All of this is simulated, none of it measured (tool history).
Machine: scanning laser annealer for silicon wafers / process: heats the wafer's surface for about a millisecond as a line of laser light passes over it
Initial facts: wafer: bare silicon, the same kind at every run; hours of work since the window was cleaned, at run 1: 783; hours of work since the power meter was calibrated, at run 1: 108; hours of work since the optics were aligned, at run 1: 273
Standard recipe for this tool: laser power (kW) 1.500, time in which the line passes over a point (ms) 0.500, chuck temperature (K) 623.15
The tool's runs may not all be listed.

run   hour  laser power (kW)  time in which the line passes over a point (ms)  chuck temperature (K)  hours of work since the window was cleaned  hours of work since the power meter was calibrated  hours of work since the optics were aligned  highest temperature of the surface (K)
  1    0.0             1.500                                            0.500                 623.15                                         783                                                 108                                          273                                 1386.15
  2   11.3             1.500                                            0.500                 595.15                                         790                                                 114                                          279                                 1355.15
  3   27.1             1.500                                            0.500                 595.15                                         799                                                 124                                          289                                 1358.15
  4   39.0             1.500                                            0.500                 595.15                                         806                                                 131                                          296                                 1356.15
  5   54.8             1.580                                            0.500                 595.15                                         816                                                 140                                          305                                 1402.15
  6   64.9             1.580                                            0.500                 595.15                                         822                                                 146                                          311                                 1402.15
  7   73.2             1.580                                            0.372                 595.15                                         827                                                 151                                          316                                 1284.15
      82.7  -- window over the wafer cleaned
  8   87.0             1.580                                            0.372                 595.15                                           3                                                 158                                          323                                 1324.15
  9  103.9             1.580                                            0.372                 595.15                                          13                                                 168                                          333                                 1325.15
 10  120.9             1.580                                            0.372                 595.15                                          23                                                 179                                          344                                 1325.15
 11  131.1             1.500                                            0.500                 623.15                                          29                                                 185                                          350                                 1430.15
 12  144.2             1.500                                            0.500                 623.15                                          37                                                 192                                          357                                 1430.15
 13  154.3             1.447                                            0.500                 623.15                                          43                                                 198                                          363                                 1396.15
 14  163.4             1.500                                            0.576                 623.15                                          48                                                 204                                          369                                 1497.15
 15  179.8             1.542                                            0.576                 623.15                                          58                                                 214                                          379                                 1524.15
 16  195.6             1.598                                            0.422                 648.15                                          67                                                 223                                          388                                 1435.15
 17  203.3             1.406                                            0.500                 651.15                                          72                                                 228                                          393                                 1399.15
 18  218.2             1.642                                            0.500                 631.15                                          81                                                 237                                          402                                 1526.15
 19  233.5             1.316                                            0.351                 627.15                                          90                                                 246                                          411                                 1194.15
 20  241.8             1.379                                            0.503                 627.15                                          95                                                 251                                          416                                 1357.15
 21  255.8             1.467                                            0.503                 607.15                                         103                                                 259                                          424                                 1394.15
 22  263.8             1.488                                            0.553                 661.15                                         108                                                 264                                          429                                 1502.15
 23  278.2             1.488                                            0.553                 661.15                                         117                                                 272                                          437                                 1500.15
 24  289.6             1.488                                            0.553                 661.15                                         123                                                 279                                          444                                 1504.15
 25  306.7             1.296                                            0.603                 599.15                                         134                                                 289                                          454                                 1348.15
 26  315.0             1.296                                            0.603                 599.15                                         139                                                 294                                          459                                 1350.15
 27  330.3             1.296                                            0.603                 599.15                                         148                                                 304                                          469                                 1347.15
 28  346.1             1.500                                            0.424                 643.15                                         157                                                 313                                          478                                 1374.15
 29  356.8             1.415                                            0.493                 657.15                                         164                                                 319                                          484                                 1397.15

Each row is a separate what-if for the run after 29, all from the same tool condition, not one after another. Results?
  A  369.2             1.441                                            0.408                 639.15                                         171                                                 327                                          492                                       ?
  B  369.2             1.419                                            0.493                 657.15                                         171                                                 327                                          492                                       ?
  C  369.2             1.415                                            0.449                 640.15                                         171                                                 327                                          492                                       ?
  D  369.2             1.566                                            0.456                 617.15                                         171                                                 327                                          492                                       ?
  E  369.2             1.500                                            0.500                 610.15                                         171                                                 327                                          492                                       ?

run  highest temperature of the surface (K)
  A                                 1318.15
  B                                 1398.15
  C                                 1341.15
  D                                 1415.15
  E                                 1409.15
Without the tool's unlogged condition, the same runs would have read:
run  highest temperature of the surface (K)
  A                                 1332.15
  B                                 1413.15
  C                                 1356.15
  D                                 1431.15
  E                                 1426.15
